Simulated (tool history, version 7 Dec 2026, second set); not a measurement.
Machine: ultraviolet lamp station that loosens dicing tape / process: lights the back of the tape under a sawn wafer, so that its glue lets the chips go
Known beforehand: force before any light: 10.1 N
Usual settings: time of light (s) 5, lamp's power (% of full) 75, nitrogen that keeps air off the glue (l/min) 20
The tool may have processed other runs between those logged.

run,hour,time of light (s),lamp's power (% of full),nitrogen that keeps air off the glue (l/min),force that peels the tape off (N),light that reached the tape (mJ/cm2)
1,0,5,75,20,1.135,232
2,47.5,5,75,14,1.382,228
3,105,5,75,14,1.461,222
4,157.6,5,75,14,1.475,218
5,194.2,7,75,20,0.635,303
6,269.8,7,75,20,0.649,302
7,342.9,7,75,20,0.693,295
8,398.8,7,75,20,0.713,288
# hour 404.7: window cleaned of glue's vapour
9,434.2,7,75,20,0.761,284
10,511,7,75,20,0.73,279
11,576.4,7,75,20,0.8,276
12,626,5,75,6,2.65,196
13,673.9,5,75,6,2.788,188
14,721.9,5,87,29,1.069,218
15,781.4,5,87,29,1.051,214
# hour 818.5: window cleaned of glue's vapour, once more
16,851,4,79,29,1.805,165
17,909.2,5,99,9,1.459,248
18,958.4,5,99,9,1.616,245
19,1014.2,5,99,9,1.668,241
20,1063.9,5,81,20,1.583,196
21,1116.8,5,87,20,1.381,202
22,1178.3,3,70,10,4.469,99

Branching from run 22: 5 alternative next runs. What would each branch give?
A,1247.3,4,76,20,?,?
B,1247.3,3,70,8,?,?
C,1247.3,5,78,20,?,?
D,1247.3,2,74,10,?,?
E,1247.3,5,85,24,?,?

run,force that peels the tape off (N),light that reached the tape (mJ/cm2)
A,2.56,137
B,4.678,96
C,1.78,178
D,5.884,71
E,1.464,198
Had the tool no hidden state, the same runs would have come out as:
run,force that peels the tape off (N),light that reached the tape (mJ/cm2)
A,1.539,192
B,3.512,135
C,0.956,249
D,4.734,98
E,0.749,275
